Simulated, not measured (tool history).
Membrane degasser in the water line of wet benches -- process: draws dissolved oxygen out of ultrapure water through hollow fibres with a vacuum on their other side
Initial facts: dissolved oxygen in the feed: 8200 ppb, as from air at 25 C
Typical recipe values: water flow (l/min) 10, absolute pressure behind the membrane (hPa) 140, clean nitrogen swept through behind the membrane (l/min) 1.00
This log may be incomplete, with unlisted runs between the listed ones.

run	day	water flow (l/min)	absolute pressure behind the membrane (hPa)	clean nitrogen swept through behind the membrane (l/min)	dissolved oxygen in the water behind the degasser (ppb)	pressure that the water loses in the fibres (hPa)
1	0.000	10	140	1.00	442.5	680.8
2	2.021	10	140	1.00	444.6	683.2
3	3.233	10	140	1.00	447.1	683.0
4	5.225	10	140	1.00	445.8	681.7
5	7.092	10	140	1.00	443.1	684.8
6	8.696	10	140	1.00	448.7	690.9
7	10.100	10	140	1.00	441.2	687.2
8	12.100	10	140	1.00	453.5	683.7
9	14.408	10	92	1.00	343.2	685.8
10	16.233	10	92	1.00	349.8	685.6
11	17.888	10	92	1.00	341.8	692.3
12	20.592	10	92	1.00	339.9	691.8
13	22.338	10	140	1.00	442.2	692.8
14	24.742	10	140	1.00	442.7	692.0
15	27.296	10	140	1.00	442.7	692.6
# day 28.671: seals of the vacuum lines changed
16	28.671	10	140	1.00	442.6	689.4
17	31.496	10	181	0.52	788.0	695.6
18	33.475	10	181	0.52	777.0	697.6
19	35.742	10	140	1.00	449.7	695.4
20	36.967	7	135	1.14	273.3	487.5
21	39.754	12	140	1.00	544.9	841.0
22	41.183	13	328	2.01	693.7	911.7
23	42.612	13	328	2.01	703.1	907.8
24	45.371	13	328	2.01	696.0	906.8
25	46.604	8	328	2.01	435.8	563.5
# day 47.812: gauge calibrated
26	49.179	8	307	1.32	518.0	547.6
27	51.196	12	140	1.95	417.0	824.6
28	53.238	10	140	0.40	735.1	683.9
29	54.392	10	140	0.40	728.3	687.5
30	56.788	8	94	0.86	286.4	546.3
31	58.638	8	94	1.39	234.7	550.7
32	61.304	8	90	1.39	231.9	548.6

Consider 4 possible next runs. They are alternatives, not a sequence: every one starts from the tool as it was left by run 32. What does each give?
A	62.667	9	92	1.00	?	?
B	62.667	13	308	0.45	?	?
C	62.667	8	90	1.70	?	?
D	62.667	7	110	1.00	?	?

run	dissolved oxygen in the water behind the degasser (ppb)	pressure that the water loses in the fibres (hPa)
A	301.9	618.9
B	1658.7	893.6
C	216.7	553.1
D	253.2	480.0
What these runs would have given with no unlogged condition in the tool:
run	dissolved oxygen in the water behind the degasser (ppb)	pressure that the water loses in the fibres (hPa)
A	301.4	613.8
B	1657.9	886.3
C	216.3	548.5
D	252.8	476.1
